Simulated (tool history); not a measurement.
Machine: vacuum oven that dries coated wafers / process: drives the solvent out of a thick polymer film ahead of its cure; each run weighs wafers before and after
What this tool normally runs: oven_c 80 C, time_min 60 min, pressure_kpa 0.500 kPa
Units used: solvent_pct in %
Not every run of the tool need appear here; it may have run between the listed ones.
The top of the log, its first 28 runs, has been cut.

run    hour  oven_c  time_min  pressure_kpa  hours of work since the thermocouples were calibrated  hours of work since the vacuum gauge was cleaned of residue  solvent_pct
 29  1331.7      80        30         1.063                                                    745                                                         1113         5.85
 30  1400.8      94        40         0.964                                                    785                                                         1152         1.39
 31  1465.5      68        42         0.397                                                    821                                                         1189         7.35
     1486.5  -- oven's thermocouples calibrated
 32  1504.7      80        33         0.500                                                     10                                                         1210         4.80
 33  1576.9      80        95         1.173                                                     51                                                         1251         1.69
 34  1616.2      68        95         0.276                                                     73                                                         1273         3.74
 35  1658.4      80        78         0.500                                                     97                                                         1297         1.64
 36  1710.1      80        86         0.480                                                    127                                                         1326         1.43
 37  1766.6      88        67         0.737                                                    159                                                         1358         0.98
 38  1825.7      88        67         0.737                                                    192                                                         1391         0.95
 39  1870.4      82        40         0.737                                                    217                                                         1417         3.69
 40  1903.2      80        42         0.869                                                    236                                                         1435         4.15
 41  1935.6      69        60         1.607                                                    254                                                         1454         6.53
 42  1974.9      80        43         0.610                                                    277                                                         1476         3.96
 43  2044.0      80        36         0.500                                                    316                                                         1515         4.51
 44  2118.6      84        63         0.500                                                    358                                                         1557         1.63
 45  2152.9      84        63         0.929                                                    377                                                         1577         1.82
 46  2190.0      80        50         1.377                                                    398                                                         1598         3.81
 47  2240.1      80        68         1.708                                                    427                                                         1626         2.91

Each row is a separate what-if for the run after 47, all from the same tool condition, not one after another. Results?
  A  2311.0      87        68         0.350                                                    467                                                         1666            ?
  B  2311.0      71        64         0.500                                                    467                                                         1666            ?
  C  2311.0      70        52         0.282                                                    467                                                         1666            ?

run  solvent_pct
  A         0.90
  B         4.93
  C         5.91
With the hidden condition removed and each run's random variation left untouched, the same runs would have given:
run  solvent_pct
  A         0.66
  B         4.58
  C         5.59

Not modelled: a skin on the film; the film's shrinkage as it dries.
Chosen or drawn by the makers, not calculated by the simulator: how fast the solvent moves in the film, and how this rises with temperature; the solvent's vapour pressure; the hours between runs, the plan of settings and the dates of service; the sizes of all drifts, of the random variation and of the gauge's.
